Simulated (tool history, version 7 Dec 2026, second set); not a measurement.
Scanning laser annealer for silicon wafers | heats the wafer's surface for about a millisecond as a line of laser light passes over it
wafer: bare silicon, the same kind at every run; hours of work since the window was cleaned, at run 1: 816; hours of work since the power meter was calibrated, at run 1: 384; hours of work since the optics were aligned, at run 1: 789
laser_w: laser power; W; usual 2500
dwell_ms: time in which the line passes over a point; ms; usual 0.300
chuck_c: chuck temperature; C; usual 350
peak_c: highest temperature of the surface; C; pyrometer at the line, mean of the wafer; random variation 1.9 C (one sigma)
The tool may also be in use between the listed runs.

run	hour	laser_w	dwell_ms	chuck_c	hours of work since the window was cleaned	hours of work since the power meter was calibrated	hours of work since the optics were aligned	peak_c
1	0.0	2500	0.300	350	816	384	789	1149
2	31.6	2500	0.300	350	832	400	805	1143
3	56.0	2500	0.300	350	844	412	817	1143
4	106.1	2500	0.300	350	869	437	842	1141
5	150.2	2500	0.300	350	891	458	864	1141
# hour 168.0: window over the wafer cleaned
6	206.4	2500	0.300	350	19	485	891	1124
7	254.7	2500	0.300	366	43	509	914	1139
8	287.2	2500	0.300	350	59	525	931	1123
9	334.6	2500	0.300	350	82	549	954	1124
10	394.0	2207	0.300	350	112	578	983	1031
11	452.3	2207	0.300	350	141	607	1012	1029
12	508.5	2207	0.300	350	168	635	1040	1032
# hour 531.2: window over the wafer cleaned, once more
13	534.9	2500	0.238	350	2	647	1052	1079
14	587.4	2500	0.238	350	28	673	1078	1078
15	623.5	2500	0.245	350	46	691	1096	1090
16	667.9	2500	0.245	350	68	713	1118	1091
17	702.2	2500	0.300	335	85	730	1135	1145
18	732.9	2500	0.300	335	100	745	1150	1147
19	785.2	2472	0.300	350	126	771	1176	1150
# hour 817.6: optics aligned, line set to its width
20	817.6	2472	0.300	350	139	784	0	1163
21	849.2	2472	0.300	350	155	800	16	1157
22	900.9	2433	0.257	335	180	825	41	1074
23	956.8	2433	0.257	335	208	853	69	1074
24	995.9	2508	0.230	350	227	872	88	1070
25	1029.1	2685	0.345	361	244	889	105	1288
26	1065.4	2685	0.256	373	262	907	123	1178
27	1099.0	2685	0.251	320	278	923	139	1119
28	1133.8	2386	0.305	354	296	941	156	1139
29	1167.2	2492	0.305	333	312	957	173	1147
30	1207.5	2500	0.297	317	332	977	193	1124
31	1258.8	2313	0.302	389	357	1003	218	1147
32	1291.0	2500	0.333	355	373	1018	234	1205
33	1342.6	2504	0.307	360	399	1044	260	1175
34	1370.9	2251	0.300	332	413	1058	274	1064
35	1405.1	2197	0.300	384	430	1075	291	1096
36	1459.6	2445	0.224	350	457	1102	318	1037
37	1514.8	2500	0.372	350	484	1129	345	1238
38	1558.7	2500	0.372	318	506	1151	367	1205
39	1584.5	2309	0.218	327	519	1164	379	970
40	1643.5	2470	0.341	380	548	1193	409	1221
41	1672.0	2470	0.341	380	562	1207	423	1220

How the hidden state differs across the entries between the runs, from the last listed run before each to the first after it:
Between runs 5 and 6: window over the wafer cleaned (hour 168.0)
  light that passes the window, % of a clean one's: 96.56 -> 94.21; laser's true power over the reading, %: -0.5 -> -0.53; width of the line over the set one, %: 1.84 -> 1.89
  measured less the result without the state, peak_c: -38 -> -57 C
Between runs 12 and 13: window over the wafer cleaned, once more (hour 531.2)
  light that passes the window, % of a clean one's: 93.66 -> 99.95; laser's true power over the reading, %: -0.67 -> -0.68; width of the line over the set one, %: 2.15 -> 2.17
  measured less the result without the state, peak_c: -56 -> -13 C
Between runs 19 and 20: optics aligned, line set to its width (hour 817.6)
  light that passes the window, % of a clean one's: 99.49 -> 99.44; laser's true power over the reading, %: -0.8 -> -0.81; width of the line over the set one, %: 2.39 -> 0.02
  measured less the result without the state, peak_c: -19 -> -11 C
